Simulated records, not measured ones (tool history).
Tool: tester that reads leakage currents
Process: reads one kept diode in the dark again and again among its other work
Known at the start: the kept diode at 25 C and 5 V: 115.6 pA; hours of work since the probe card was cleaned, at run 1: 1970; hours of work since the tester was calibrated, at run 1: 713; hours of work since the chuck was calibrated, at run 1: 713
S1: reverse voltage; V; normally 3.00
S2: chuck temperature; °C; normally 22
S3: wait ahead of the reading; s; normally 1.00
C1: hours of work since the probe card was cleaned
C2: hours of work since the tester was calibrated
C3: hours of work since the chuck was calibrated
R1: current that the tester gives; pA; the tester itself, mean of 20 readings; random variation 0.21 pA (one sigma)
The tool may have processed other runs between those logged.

run,hour,S1,S2,S3,C1,C2,C3,R1
1,0.0,3.00,22,1.00,1970,713,713,63.99
2,62.4,3.00,22,1.00,2017,761,761,63.92
3,154.2,3.00,22,1.00,2086,830,830,63.35
# hour 179.2: chuck's temperature calibrated
4,217.5,3.00,22,1.00,2133,876,29,69.30
5,289.6,3.00,22,1.00,2187,931,83,68.86
6,342.3,3.00,22,1.00,2227,971,123,67.81
7,413.3,3.00,22,1.00,2281,1024,177,68.27
8,499.0,3.00,22,4.37,2345,1089,242,66.95
9,586.3,3.00,22,1.00,2411,1155,308,66.72
10,629.8,3.00,22,1.24,2444,1188,341,66.53
11,725.1,3.00,22,1.24,2516,1260,413,65.91
12,790.5,3.00,22,1.24,2566,1309,462,65.54
13,856.5,3.00,22,1.24,2616,1359,512,65.54
14,952.6,3.00,22,0.37,2688,1432,585,66.10
15,1042.0,3.00,22,0.37,2756,1500,652,65.68
16,1108.0,3.00,22,0.37,2806,1550,702,65.40
# hour 1118.8: probe card cleaned and baked
17,1160.6,3.00,22,0.37,32,1587,740,65.34
18,1220.2,3.00,22,0.37,77,1632,785,65.41
19,1281.4,3.00,22,0.37,123,1678,831,64.55
# hour 1305.2: chuck's temperature calibrated
20,1359.1,3.75,50,1.65,180,1736,41,909.29
21,1414.7,18.30,50,1.68,222,1778,83,1874.44
22,1463.8,18.30,50,1.68,259,1815,120,1857.54
# hour 1518.0: probe card cleaned and baked, once more
23,1551.9,1.49,29,7.02,26,1879,184,94.75
24,1636.6,19.74,24,6.99,90,1943,248,192.69

Run 25 comes next. What will it give?
25,1696.2,19.74,24,6.99,135,1988,293,?

{"run 25": {"R1": 190.26}}
On a tool with no hidden condition, and with the same random variation, this run would have come out at R1 197.79 pA.
